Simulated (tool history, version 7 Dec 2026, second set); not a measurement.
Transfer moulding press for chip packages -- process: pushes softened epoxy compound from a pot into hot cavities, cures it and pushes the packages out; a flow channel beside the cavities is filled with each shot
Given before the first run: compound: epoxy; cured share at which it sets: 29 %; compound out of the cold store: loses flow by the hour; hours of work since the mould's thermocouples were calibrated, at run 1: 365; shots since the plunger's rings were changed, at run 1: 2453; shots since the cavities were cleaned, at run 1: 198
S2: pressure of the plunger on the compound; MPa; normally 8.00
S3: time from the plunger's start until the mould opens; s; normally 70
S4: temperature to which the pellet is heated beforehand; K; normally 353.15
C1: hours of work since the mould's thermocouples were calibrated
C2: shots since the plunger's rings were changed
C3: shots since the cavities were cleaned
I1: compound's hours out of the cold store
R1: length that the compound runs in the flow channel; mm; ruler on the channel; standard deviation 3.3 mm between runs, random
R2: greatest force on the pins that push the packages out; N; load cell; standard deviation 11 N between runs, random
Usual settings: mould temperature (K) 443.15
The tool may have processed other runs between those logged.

run 1 hour=0.0 | mould_temperature_(K)=443.15 S2=8.00 S3=70 S4=353.15 | C1=365 C2=2453 C3=198 | I1=44.5 | R1=852 R2=497
run 2 hour=14.4 | mould_temperature_(K)=443.15 S2=8.00 S3=70 S4=353.15 | C1=371 C2=2601 C3=346 | I1=44.3 | R1=853 R2=502
run 3 hour=33.1 | mould_temperature_(K)=443.15 S2=8.00 S3=70 S4=353.15 | C1=380 C2=2795 C3=540 | I1=30.5 | R1=884 R2=496
-- hour=40.9 cavities cleaned with cleaning compound and waxed
run 4 hour=49.7 | mould_temperature_(K)=443.15 S2=8.00 S3=52 S4=353.15 | C1=388 C2=2951 C3=92 | I1=17.7 | R1=911 R2=1035
run 5 hour=67.7 | mould_temperature_(K)=443.15 S2=8.00 S3=52 S4=353.15 | C1=396 C2=3137 C3=278 | I1=16.1 | R1=915 R2=1050
-- hour=77.9 plunger's sealing rings changed
run 6 hour=91.3 | mould_temperature_(K)=443.15 S2=8.00 S3=104 S4=353.15 | C1=406 C2=138 C3=495 | I1=39.9 | R1=858 R2=263
-- hour=104.5 cavities cleaned with cleaning compound and waxed
run 7 hour=114.8 | mould_temperature_(K)=443.15 S2=8.00 S3=58 S4=353.15 | C1=417 C2=366 C3=106 | I1=18.6 | R1=908 R2=856
run 8 hour=127.8 | mould_temperature_(K)=443.15 S2=8.00 S3=70 S4=353.15 | C1=423 C2=500 C3=240 | I1=17.4 | R1=915 R2=527
run 9 hour=139.8 | mould_temperature_(K)=443.15 S2=6.01 S3=70 S4=353.15 | C1=429 C2=624 C3=364 | I1=13.8 | R1=801 R2=501
run 10 hour=158.3 | mould_temperature_(K)=443.15 S2=6.01 S3=70 S4=353.15 | C1=438 C2=815 C3=555 | I1=23.2 | R1=779 R2=516
-- hour=164.6 cavities cleaned with cleaning compound and waxed
run 11 hour=168.9 | mould_temperature_(K)=443.15 S2=6.01 S3=104 S4=353.15 | C1=442 C2=909 C3=44 | I1=11.3 | R1=804 R2=267
run 12 hour=179.0 | mould_temperature_(K)=443.15 S2=8.00 S3=70 S4=358.15 | C1=447 C2=1014 C3=149 | I1=46.0 | R1=842 R2=467
run 13 hour=194.9 | mould_temperature_(K)=443.15 S2=8.00 S3=70 S4=353.15 | C1=454 C2=1178 C3=313 | I1=31.9 | R1=882 R2=497
run 14 hour=209.9 | mould_temperature_(K)=443.15 S2=8.00 S3=70 S4=353.15 | C1=462 C2=1332 C3=467 | I1=17.4 | R1=909 R2=504
-- hour=224.8 cavities cleaned with cleaning compound and waxed
run 15 hour=232.9 | mould_temperature_(K)=437.15 S2=7.07 S3=70 S4=353.15 | C1=472 C2=1555 C3=84 | I1=36.6 | R1=832 R2=741
run 16 hour=248.7 | mould_temperature_(K)=440.15 S2=8.00 S3=84 S4=353.15 | C1=479 C2=1717 C3=246 | I1=36.3 | R1=878 R2=390
run 17 hour=269.7 | mould_temperature_(K)=440.15 S2=8.00 S3=84 S4=353.15 | C1=489 C2=1935 C3=464 | I1=37.9 | R1=873 R2=408
-- hour=284.7 cavities cleaned with cleaning compound and waxed
run 18 hour=285.5 | mould_temperature_(K)=440.15 S2=9.39 S3=61 S4=344.15 | C1=496 C2=2083 C3=9 | I1=34.6 | R1=955 R2=859
run 19 hour=295.6 | mould_temperature_(K)=445.15 S2=8.00 S3=70 S4=353.15 | C1=501 C2=2187 C3=113 | I1=14.0 | R1=919 R2=452
-- hour=304.9 mould's thermocouples calibrated
run 20 hour=318.2 | mould_temperature_(K)=436.15 S2=7.96 S3=66 S4=355.15 | C1=6 C2=2400 C3=326 | I1=17.9 | R1=924 R2=945
run 21 hour=335.4 | mould_temperature_(K)=436.15 S2=7.96 S3=86 S4=350.15 | C1=15 C2=2577 C3=503 | I1=10.9 | R1=948 R2=521
-- hour=346.9 cavities cleaned with cleaning compound and waxed
run 22 hour=357.3 | mould_temperature_(K)=440.15 S2=9.60 S3=95 S4=344.15 | C1=24 C2=2788 C3=107 | I1=26.6 | R1=979 R2=325
run 23 hour=368.1 | mould_temperature_(K)=443.15 S2=7.90 S3=90 S4=352.15 | C1=29 C2=2899 C3=218 | I1=40.9 | R1=846 R2=280
run 24 hour=387.2 | mould_temperature_(K)=449.15 S2=8.00 S3=89 S4=353.15 | C1=39 C2=3097 C3=416 | I1=43.4 | R1=839 R2=255
-- hour=402.5 plunger's sealing rings changed
run 25 hour=404.4 | mould_temperature_(K)=449.15 S2=8.00 S3=89 S4=353.15 | C1=46 C2=20 C3=568 | I1=23.8 | R1=882 R2=258
-- hour=410.3 cavities cleaned with cleaning compound and waxed
run 26 hour=427.3 | mould_temperature_(K)=443.15 S2=8.00 S3=100 S4=353.15 | C1=56 C2=241 C3=176 | I1=12.1 | R1=924 R2=256
run 27 hour=445.0 | mould_temperature_(K)=443.15 S2=8.00 S3=100 S4=353.15 | C1=64 C2=424 C3=359 | I1=33.4 | R1=870 R2=271
run 28 hour=467.0 | mould_temperature_(K)=443.15 S2=8.00 S3=100 S4=353.15 | C1=75 C2=651 C3=586 | I1=27.2 | R1=889 R2=249

Hidden state at the last listed run before each entry between runs and at the first one after, where it differs:
Between runs 3 and 4: cavities cleaned with cleaning compound and waxed (hour 40.9)
  pressure that reaches the compound, % of what is set: 99.87 -> 99.86; grip of the stained cavities, % over clean ones': 0.9 -> 0.2
Between runs 5 and 6: plunger's sealing rings changed (hour 77.9)
  pressure that reaches the compound, % of what is set: 99.85 -> 99.99; grip of the stained cavities, % over clean ones': 0.6 -> 0.9
Between runs 6 and 7: cavities cleaned with cleaning compound and waxed (hour 104.5)
  pressure that reaches the compound, % of what is set: 99.99 -> 99.98; grip of the stained cavities, % over clean ones': 0.9 -> 0.3
Between runs 10 and 11: cavities cleaned with cleaning compound and waxed (hour 164.6)
  grip of the stained cavities, % over clean ones': 0.9 -> 0.1
Between runs 14 and 15: cavities cleaned with cleaning compound and waxed (hour 224.8)
  pressure that reaches the compound, % of what is set: 99.94 -> 99.93; grip of the stained cavities, % over clean ones': 0.8 -> 0.2
Between runs 17 and 18: cavities cleaned with cleaning compound and waxed (hour 284.7)
  pressure that reaches the compound, % of what is set: 99.91 -> 99.9; grip of the stained cavities, % over clean ones': 0.8 -> 0
Between runs 19 and 20: mould's thermocouples calibrated (hour 304.9)
  true mould temperature over the reading, C: 0.01 -> 0; pressure that reaches the compound, % of what is set: 99.9 -> 99.89; grip of the stained cavities, % over clean ones': 0.3 -> 0.7
Between runs 21 and 22: cavities cleaned with cleaning compound and waxed (hour 346.9)
  pressure that reaches the compound, % of what is set: 99.88 -> 99.87; grip of the stained cavities, % over clean ones': 0.9 -> 0.3
Between runs 24 and 25: plunger's sealing rings changed (hour 402.5)
  pressure that reaches the compound, % of what is set: 99.85 -> 99.99; grip of the stained cavities, % over clean ones': 0.8 -> 0.9
Between runs 25 and 26: cavities cleaned with cleaning compound and waxed (hour 410.3)
  pressure that reaches the compound, % of what is set: 99.99 -> 99.98; grip of the stained cavities, % over clean ones': 0.9 -> 0.4

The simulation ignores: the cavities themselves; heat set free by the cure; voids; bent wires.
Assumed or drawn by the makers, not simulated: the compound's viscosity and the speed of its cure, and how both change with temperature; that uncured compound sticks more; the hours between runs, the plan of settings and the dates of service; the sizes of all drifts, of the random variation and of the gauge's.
